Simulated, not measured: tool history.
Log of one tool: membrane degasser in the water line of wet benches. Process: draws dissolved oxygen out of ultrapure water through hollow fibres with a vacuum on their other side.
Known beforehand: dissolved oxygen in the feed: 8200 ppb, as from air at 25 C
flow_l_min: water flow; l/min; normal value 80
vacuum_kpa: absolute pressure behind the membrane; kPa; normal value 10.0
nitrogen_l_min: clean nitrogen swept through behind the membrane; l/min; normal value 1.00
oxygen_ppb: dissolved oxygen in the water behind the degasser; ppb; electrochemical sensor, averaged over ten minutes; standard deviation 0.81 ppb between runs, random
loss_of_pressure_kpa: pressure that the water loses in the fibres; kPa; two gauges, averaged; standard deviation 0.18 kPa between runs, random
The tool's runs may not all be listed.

run 1 hour=0.0 | flow_l_min=80 vacuum_kpa=10.0 nitrogen_l_min=1.00 | oxygen_ppb=849.9 loss_of_pressure_kpa=37.34
run 2 hour=181.6 | flow_l_min=80 vacuum_kpa=10.0 nitrogen_l_min=0.64 | oxygen_ppb=1106.7 loss_of_pressure_kpa=37.52
run 3 hour=388.5 | flow_l_min=80 vacuum_kpa=10.0 nitrogen_l_min=0.64 | oxygen_ppb=1106.9 loss_of_pressure_kpa=36.88
run 4 hour=686.1 | flow_l_min=80 vacuum_kpa=12.5 nitrogen_l_min=1.00 | oxygen_ppb=1131.9 loss_of_pressure_kpa=36.88
run 5 hour=1002.0 | flow_l_min=80 vacuum_kpa=12.5 nitrogen_l_min=1.00 | oxygen_ppb=1132.3 loss_of_pressure_kpa=37.04
run 6 hour=1234.1 | flow_l_min=80 vacuum_kpa=21.4 nitrogen_l_min=1.00 | oxygen_ppb=2010.5 loss_of_pressure_kpa=37.20
run 7 hour=1577.9 | flow_l_min=81 vacuum_kpa=10.0 nitrogen_l_min=1.00 | oxygen_ppb=861.7 loss_of_pressure_kpa=37.82
run 8 hour=1862.1 | flow_l_min=69 vacuum_kpa=10.0 nitrogen_l_min=1.00 | oxygen_ppb=776.4 loss_of_pressure_kpa=32.22
run 9 hour=2069.0 | flow_l_min=80 vacuum_kpa=12.9 nitrogen_l_min=1.00 | oxygen_ppb=1177.6 loss_of_pressure_kpa=37.73
-- hour=2095.2 vacuum gauge calibrated
run 10 hour=2417.7 | flow_l_min=80 vacuum_kpa=12.9 nitrogen_l_min=1.00 | oxygen_ppb=1177.7 loss_of_pressure_kpa=37.36
run 11 hour=2596.4 | flow_l_min=86 vacuum_kpa=12.9 nitrogen_l_min=1.00 | oxygen_ppb=1234.2 loss_of_pressure_kpa=40.30
run 12 hour=2911.2 | flow_l_min=60 vacuum_kpa=13.4 nitrogen_l_min=0.54 | oxygen_ppb=1487.8 loss_of_pressure_kpa=28.07
-- hour=2963.7 vacuum gauge calibrated, once more
run 13 hour=3218.0 | flow_l_min=60 vacuum_kpa=13.4 nitrogen_l_min=0.54 | oxygen_ppb=1478.3 loss_of_pressure_kpa=28.06
run 14 hour=3433.0 | flow_l_min=60 vacuum_kpa=13.4 nitrogen_l_min=0.54 | oxygen_ppb=1476.9 loss_of_pressure_kpa=28.27
run 15 hour=3734.9 | flow_l_min=80 vacuum_kpa=10.0 nitrogen_l_min=0.63 | oxygen_ppb=1108.0 loss_of_pressure_kpa=38.03
run 16 hour=4030.8 | flow_l_min=80 vacuum_kpa=10.0 nitrogen_l_min=0.63 | oxygen_ppb=1110.8 loss_of_pressure_kpa=37.76
run 17 hour=4291.5 | flow_l_min=80 vacuum_kpa=20.7 nitrogen_l_min=1.42 | oxygen_ppb=1562.7 loss_of_pressure_kpa=37.69
run 18 hour=4515.8 | flow_l_min=57 vacuum_kpa=20.7 nitrogen_l_min=2.72 | oxygen_ppb=752.5 loss_of_pressure_kpa=26.75
run 19 hour=4856.3 | flow_l_min=68 vacuum_kpa=20.9 nitrogen_l_min=2.95 | oxygen_ppb=821.5 loss_of_pressure_kpa=31.67

Run 20 is up next; what results do you expect?
run 20 hour=5071.5 | flow_l_min=80 vacuum_kpa=10.0 nitrogen_l_min=0.43 | oxygen_ppb=? loss_of_pressure_kpa=?

oxygen_ppb: 1340.3 ppb
loss_of_pressure_kpa: 37.82 kPa
With no hidden state in the tool, this same run would have given oxygen_ppb 1339.8 ppb, loss_of_pressure_kpa 35.23 kPa.
